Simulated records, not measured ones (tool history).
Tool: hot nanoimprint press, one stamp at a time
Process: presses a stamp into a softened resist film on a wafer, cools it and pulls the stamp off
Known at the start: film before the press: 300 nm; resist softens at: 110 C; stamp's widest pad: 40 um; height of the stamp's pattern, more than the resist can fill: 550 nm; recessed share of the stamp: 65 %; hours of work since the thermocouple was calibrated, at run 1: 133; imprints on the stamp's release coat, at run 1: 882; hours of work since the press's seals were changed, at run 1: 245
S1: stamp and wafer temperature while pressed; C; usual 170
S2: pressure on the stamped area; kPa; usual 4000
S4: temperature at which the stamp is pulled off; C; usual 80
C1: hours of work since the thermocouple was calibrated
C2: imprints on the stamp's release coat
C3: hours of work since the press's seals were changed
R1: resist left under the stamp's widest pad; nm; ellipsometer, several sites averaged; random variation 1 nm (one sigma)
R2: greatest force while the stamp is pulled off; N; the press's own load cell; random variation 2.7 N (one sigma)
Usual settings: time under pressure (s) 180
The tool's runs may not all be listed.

run 1 hour=0.0 | S1=170 S2=4000 time_under_pressure_(s)=180 S4=80 | C1=133 C2=882 C3=245 | R1=146.0 R2=156
-- hour=44.6 stamp cleaned and given a new release coat
run 2 hour=73.7 | S1=170 S2=4000 time_under_pressure_(s)=180 S4=80 | C1=164 C2=86 C3=275 | R1=145.8 R2=122
run 3 hour=133.7 | S1=170 S2=4000 time_under_pressure_(s)=180 S4=80 | C1=191 C2=264 C3=302 | R1=146.7 R2=135
run 4 hour=177.4 | S1=170 S2=4000 time_under_pressure_(s)=254 S4=80 | C1=210 C2=394 C3=322 | R1=128.7 R2=133
run 5 hour=240.4 | S1=170 S2=4000 time_under_pressure_(s)=254 S4=80 | C1=239 C2=581 C3=350 | R1=128.0 R2=141
run 6 hour=274.7 | S1=171 S2=4000 time_under_pressure_(s)=180 S4=80 | C1=254 C2=683 C3=366 | R1=137.8 R2=146
run 7 hour=339.8 | S1=171 S2=4000 time_under_pressure_(s)=180 S4=76 | C1=283 C2=877 C3=395 | R1=137.0 R2=169
-- hour=381.7 stamp cleaned and given a new release coat
run 8 hour=398.3 | S1=171 S2=4000 time_under_pressure_(s)=180 S4=76 | C1=307 C2=50 C3=419 | R1=134.3 R2=136
-- hour=436.9 plate thermocouple calibrated
run 9 hour=454.2 | S1=171 S2=4000 time_under_pressure_(s)=180 S4=76 | C1=8 C2=207 C3=443 | R1=130.5 R2=139
run 10 hour=496.7 | S1=171 S2=4000 time_under_pressure_(s)=180 S4=76 | C1=27 C2=333 C3=462 | R1=129.4 R2=143
run 11 hour=544.8 | S1=170 S2=4000 time_under_pressure_(s)=227 S4=80 | C1=49 C2=476 C3=483 | R1=124.3 R2=140
run 12 hour=616.3 | S1=170 S2=4000 time_under_pressure_(s)=227 S4=80 | C1=81 C2=688 C3=515 | R1=125.3 R2=141
run 13 hour=675.5 | S1=170 S2=4000 time_under_pressure_(s)=227 S4=80 | C1=107 C2=864 C3=542 | R1=125.3 R2=143
-- hour=688.8 plate thermocouple calibrated, once more
-- hour=727.1 stamp cleaned and given a new release coat
run 14 hour=754.3 | S1=170 S2=4610 time_under_pressure_(s)=227 S4=80 | C1=27 C2=81 C3=573 | R1=133.5 R2=125
run 15 hour=802.1 | S1=170 S2=4610 time_under_pressure_(s)=227 S4=88 | C1=48 C2=222 C3=595 | R1=131.2 R2=103
run 16 hour=838.4 | S1=162 S2=4610 time_under_pressure_(s)=117 S4=88 | C1=65 C2=330 C3=611 | R1=226.4 R2=106
run 17 hour=900.5 | S1=162 S2=4610 time_under_pressure_(s)=117 S4=88 | C1=92 C2=515 C3=639 | R1=225.5 R2=112
run 18 hour=955.6 | S1=166 S2=4610 time_under_pressure_(s)=117 S4=74 | C1=117 C2=678 C3=664 | R1=193.0 R2=171
run 19 hour=1002.4 | S1=166 S2=5900 time_under_pressure_(s)=117 S4=74 | C1=138 C2=817 C3=685 | R1=171.2 R2=173
run 20 hour=1054.6 | S1=181 S2=4000 time_under_pressure_(s)=180 S4=82 | C1=162 C2=972 C3=708 | R1=87.1 R2=147
-- hour=1066.5 stamp cleaned and given a new release coat
run 21 hour=1113.8 | S1=181 S2=4000 time_under_pressure_(s)=180 S4=82 | C1=186 C2=141 C3=732 | R1=86.6 R2=115
run 22 hour=1156.1 | S1=164 S2=4000 time_under_pressure_(s)=121 S4=82 | C1=205 C2=266 C3=751 | R1=212.3 R2=125
run 23 hour=1223.5 | S1=170 S2=4000 time_under_pressure_(s)=145 S4=80 | C1=235 C2=466 C3=782 | R1=155.2 R2=139
run 24 hour=1272.4 | S1=170 S2=4000 time_under_pressure_(s)=145 S4=80 | C1=257 C2=612 C3=804 | R1=156.9 R2=140
run 25 hour=1343.6 | S1=170 S2=4000 time_under_pressure_(s)=145 S4=80 | C1=289 C2=823 C3=836 | R1=153.9 R2=148
-- hour=1407.1 stamp cleaned and given a new release coat
run 26 hour=1414.2 | S1=170 S2=5530 time_under_pressure_(s)=92 S4=80 | C1=318 C2=21 C3=865 | R1=154.7 R2=125
-- hour=1429.5 plate thermocouple calibrated
run 27 hour=1473.3 | S1=170 S2=2970 time_under_pressure_(s)=180 S4=75 | C1=20 C2=188 C3=890 | R1=172.6 R2=149
run 28 hour=1508.3 | S1=160 S2=2970 time_under_pressure_(s)=308 S4=67 | C1=35 C2=292 C3=906 | R1=226.9 R2=175
run 29 hour=1551.9 | S1=160 S2=2970 time_under_pressure_(s)=308 S4=67 | C1=55 C2=421 C3=925 | R1=226.3 R2=184

5 ways to go on from here, each from the tool as it stands after run 29. What would each give?
run A hour=1599.2 | S1=170 S2=4000 time_under_pressure_(s)=152 S4=69 | C1=76 C2=562 C3=946 | R1=? R2=?
run B hour=1599.2 | S1=167 S2=2970 time_under_pressure_(s)=241 S4=71 | C1=76 C2=562 C3=946 | R1=? R2=?
run C hour=1599.2 | S1=160 S2=2970 time_under_pressure_(s)=308 S4=67 | C1=76 C2=562 C3=946 | R1=? R2=?
run D hour=1599.2 | S1=160 S2=3850 time_under_pressure_(s)=308 S4=68 | C1=76 C2=562 C3=946 | R1=? R2=?
run E hour=1599.2 | S1=159 S2=4000 time_under_pressure_(s)=243 S4=80 | C1=76 C2=562 C3=946 | R1=? R2=?

run=A R1=158.0 R2=187
run=B R1=180.2 R2=173
run=C R1=223.2 R2=192
run=D R1=204.9 R2=185
run=E R1=224.4 R2=144
Without the tool's hidden state the same runs would have given:
run=A R1=159.8 R2=162
run=B R1=182.7 R2=150
run=C R1=225.8 R2=167
run=D R1=207.4 R2=161
run=E R1=226.7 R2=126

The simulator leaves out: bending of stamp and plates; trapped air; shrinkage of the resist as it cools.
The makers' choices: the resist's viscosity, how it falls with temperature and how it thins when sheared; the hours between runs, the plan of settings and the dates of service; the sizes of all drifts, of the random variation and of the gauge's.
